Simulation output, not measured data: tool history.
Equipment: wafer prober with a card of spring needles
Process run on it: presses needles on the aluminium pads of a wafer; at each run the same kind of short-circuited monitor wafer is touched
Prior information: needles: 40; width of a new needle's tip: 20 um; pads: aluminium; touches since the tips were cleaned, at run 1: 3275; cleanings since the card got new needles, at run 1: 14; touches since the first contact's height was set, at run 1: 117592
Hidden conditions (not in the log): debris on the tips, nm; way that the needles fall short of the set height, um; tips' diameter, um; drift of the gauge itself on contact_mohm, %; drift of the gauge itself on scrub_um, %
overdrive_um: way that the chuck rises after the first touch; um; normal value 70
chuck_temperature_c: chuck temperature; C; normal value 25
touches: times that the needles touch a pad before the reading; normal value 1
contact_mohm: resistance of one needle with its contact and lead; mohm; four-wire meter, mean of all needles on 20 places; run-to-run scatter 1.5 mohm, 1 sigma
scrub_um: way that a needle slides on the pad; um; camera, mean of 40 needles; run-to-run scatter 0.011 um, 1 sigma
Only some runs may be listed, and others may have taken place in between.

run,hour,overdrive_um,chuck_temperature_c,touches,touches since the tips were cleaned,cleanings since the card got new needles,touches since the first contact's height was set,contact_mohm,scrub_um
1,0,70,25,1,3275,14,117592,146,9.61
2,6.6,84,25,1,5682,14,119999,142,11.51
# hour 10.6: tips cleaned on abrasive film
3,17.5,70,25,1,2516,15,123941,146,9.61
4,23.7,60,25,1,4795,15,126220,152,8.2
# hour 30.1: tips cleaned on abrasive film
5,32.3,60,50,1,824,16,129345,151,8.21
6,40.6,58,50,1,3830,16,132351,155,7.95
7,47.7,58,50,1,6460,16,134981,155,7.96
# hour 49.6: tips cleaned on abrasive film
8,58.6,58,50,1,3293,17,138925,151,7.96
9,63.6,58,50,1,5121,17,140753,154,7.96
# hour 68.9: tips cleaned on abrasive film
10,73.5,58,50,1,1672,18,144317,151,7.95
11,78.2,70,25,1,3402,18,146047,148,9.56
12,86.4,63,25,1,6401,18,149046,147,8.65
# hour 88.5: tips cleaned on abrasive film
13,94.8,63,25,1,2319,19,152080,144,8.63
14,104.5,63,25,1,5861,19,155622,147,8.64
# hour 107.7: tips cleaned on abrasive film
# hour 108: height of the first contact set anew
15,115.3,70,27,1,2655,20,2655,144,9.6
16,126,70,25,1,6598,20,6598,146,9.62
# hour 127.1: tips cleaned on abrasive film
17,130.6,70,25,1,1276,21,8243,146,9.61
18,141.4,70,62,1,5197,21,12164,151,9.57

Run 19 is up next; what results do you expect?
# hour 146.5: tips cleaned on abrasive film
19,147.4,70,116,1,323,22,14330,?,?

contact_mohm: 159 mohm
scrub_um: 9.59 um
With the hidden condition absent and the run-to-run variation left alone, this run would have shown contact_mohm 159 mohm, scrub_um 9.59 um.

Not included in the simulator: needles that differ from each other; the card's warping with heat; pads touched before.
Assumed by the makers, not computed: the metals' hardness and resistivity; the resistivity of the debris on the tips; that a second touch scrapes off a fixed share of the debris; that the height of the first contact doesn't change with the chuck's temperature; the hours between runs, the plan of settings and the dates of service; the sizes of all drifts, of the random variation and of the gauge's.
